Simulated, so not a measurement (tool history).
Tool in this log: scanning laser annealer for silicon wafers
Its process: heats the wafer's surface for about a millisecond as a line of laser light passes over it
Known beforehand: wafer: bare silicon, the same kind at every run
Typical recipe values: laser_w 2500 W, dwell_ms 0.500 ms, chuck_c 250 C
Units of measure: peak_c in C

| run | hour | laser_w | dwell_ms | chuck_c | peak_c |
|---|---|---|---|---|---|
| 1 | 0.0 | 2500 | 0.500 | 250 | 969 |
| 2 | 47.1 | 2295 | 0.500 | 250 | 892 |
| 3 | 115.0 | 2295 | 0.500 | 250 | 891 |
| 4 | 158.8 | 2385 | 0.500 | 250 | 917 |
| 5 | 221.4 | 2385 | 0.500 | 250 | 958 |
| 6 | 264.0 | 2385 | 0.500 | 250 | 957 |
| 7 | 331.3 | 2500 | 0.592 | 278 | 1099 |
| 8 | 391.9 | 2500 | 0.592 | 278 | 1097 |
| 9 | 458.4 | 2500 | 0.592 | 278 | 1091 |
| 10 | 537.5 | 2402 | 0.406 | 210 | 833 |
| 11 | 609.0 | 2402 | 0.406 | 210 | 825 |
| 12 | 667.4 | 2402 | 0.406 | 210 | 825 |

Not shown: 1 entry that the log had between the listed runs. Between which runs, and how does the tool's hidden state differ before and after?
Between runs 4 and 5: window over the wafer cleaned (hour 168.6)
  light that passes the window, % of a clean one's: 94.33 -> 99.46; laser's true power over the reading, %: -1.5 -> -1.53; width of the line over the set one, %: 0.9 -> 1.02
  measured minus no-state result, peak_c: -67 -> -23 C

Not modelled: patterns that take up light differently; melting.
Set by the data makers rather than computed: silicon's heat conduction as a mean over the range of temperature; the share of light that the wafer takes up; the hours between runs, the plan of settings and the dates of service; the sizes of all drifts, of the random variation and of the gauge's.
